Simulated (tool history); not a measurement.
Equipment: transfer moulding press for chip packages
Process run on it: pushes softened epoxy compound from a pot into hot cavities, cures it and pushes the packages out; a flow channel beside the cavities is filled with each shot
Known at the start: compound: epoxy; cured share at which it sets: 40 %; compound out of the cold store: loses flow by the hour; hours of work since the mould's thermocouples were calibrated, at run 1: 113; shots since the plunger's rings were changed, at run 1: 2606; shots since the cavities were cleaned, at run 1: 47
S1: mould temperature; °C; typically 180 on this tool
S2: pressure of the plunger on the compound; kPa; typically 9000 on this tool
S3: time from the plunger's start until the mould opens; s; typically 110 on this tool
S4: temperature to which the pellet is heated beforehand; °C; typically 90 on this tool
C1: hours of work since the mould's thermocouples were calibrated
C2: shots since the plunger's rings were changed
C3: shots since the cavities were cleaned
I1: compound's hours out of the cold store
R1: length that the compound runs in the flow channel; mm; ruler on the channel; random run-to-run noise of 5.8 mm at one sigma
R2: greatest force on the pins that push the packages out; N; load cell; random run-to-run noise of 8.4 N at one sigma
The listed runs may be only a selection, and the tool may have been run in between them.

run	hour	S1	S2	S3	S4	C1	C2	C3	I1	R1	R2
1	0.0	180	9000	110	90	113	2606	47	18.3	610	401
2	50.3	180	9000	110	90	141	3064	505	21.1	596	467
# hour 92.4: cavities cleaned with cleaning compound and waxed
3	111.5	180	9000	110	90	174	3607	175	25.9	586	611
# hour 189.0: cavities cleaned with cleaning compound and waxed
4	189.0	183	9000	110	90	216	4298	0	45.5	548	375
5	271.0	183	9000	110	90	261	5044	746	26.6	564	485
# hour 285.2: cavities cleaned with cleaning compound and waxed
6	345.1	183	9000	110	90	301	5704	544	30.5	553	487
# hour 381.6: cavities cleaned with cleaning compound and waxed
7	390.8	180	9000	110	90	326	6106	84	42.9	533	401
# hour 443.4: plunger's sealing rings changed
8	443.4	180	9000	110	87	354	0	540	19.5	620	488
# hour 485.9: cavities cleaned with cleaning compound and waxed
9	538.8	180	10180	110	90	406	854	481	45.5	599	463
# hour 585.3: cavities cleaned with cleaning compound and waxed
10	618.8	180	10180	110	90	449	1569	305	32.9	626	441
# hour 629.1: mould's thermocouples calibrated
# hour 635.6: cavities cleaned with cleaning compound and waxed, once more
11	685.2	180	10180	110	90	30	2141	452	41.5	598	489
# hour 732.8: cavities cleaned with cleaning compound and waxed
12	732.8	180	10180	110	90	56	2560	0	39.7	603	373
13	792.5	175	9000	110	90	89	3103	543	16.8	626	591
# hour 830.9: cavities cleaned with cleaning compound and waxed
14	881.2	178	9000	112	90	137	3896	458	43.6	555	469
# hour 926.1: cavities cleaned with cleaning compound and waxed
15	949.8	173	9250	93	84	174	4506	215	29.8	604	798
16	1004.9	173	9250	93	84	205	5007	716	27.4	612	902
# hour 1029.4: cavities cleaned with cleaning compound and waxed
17	1072.8	185	9000	127	85	241	5611	394	22.9	571	447
18	1112.0	176	7010	99	100	263	5968	751	43.3	483	627
# hour 1127.6: cavities cleaned with cleaning compound and waxed
# hour 1179.6: plunger's sealing rings changed
19	1191.8	176	7010	99	100	305	111	561	8.8	586	655
# hour 1229.6: cavities cleaned with cleaning compound and waxed
20	1273.6	176	7010	99	100	349	841	400	26.2	546	589
# hour 1327.7: cavities cleaned with cleaning compound and waxed
21	1370.7	173	7010	98	100	402	1711	391	16.2	566	737
# hour 1425.4: cavities cleaned with cleaning compound and waxed
22	1431.9	180	8340	137	91	435	2254	59	45.4	541	362
# hour 1464.5: mould's thermocouples calibrated
# hour 1523.4: cavities cleaned with cleaning compound and waxed
23	1523.4	183	9970	108	86	32	3054	0	12.7	641	366
24	1574.3	184	7450	138	97	60	3517	463	32.3	513	464
# hour 1619.0: cavities cleaned with cleaning compound and waxed
25	1657.6	177	7450	101	97	105	4262	352	10.6	564	579
26	1704.2	177	7450	101	97	131	4685	775	10.6	574	646

What if the next run were any one of these 5? Each begins from the tool's condition after run 26:
# hour 1718.3: cavities cleaned with cleaning compound and waxed
A	1787.4	177	10030	101	97	176	5428	628	10.1	?	?
# hour 1718.3: cavities cleaned with cleaning compound and waxed
B	1787.4	177	7450	101	97	176	5428	628	18.5	?	?
# hour 1718.3: cavities cleaned with cleaning compound and waxed
C	1787.4	178	7450	100	86	176	5428	628	18.2	?	?
# hour 1718.3: cavities cleaned with cleaning compound and waxed
D	1787.4	180	7160	112	100	176	5428	628	8.3	?	?
# hour 1718.3: cavities cleaned with cleaning compound and waxed
E	1787.4	180	9000	110	87	176	5428	628	10.6	?	?

run	R1	R2
A	651	601
B	544	632
C	535	596
D	540	507
E	601	494
With no hidden state in the tool, these same runs would have given:
run	R1	R2
A	701	454
B	585	480
C	576	449
D	581	377
E	647	368
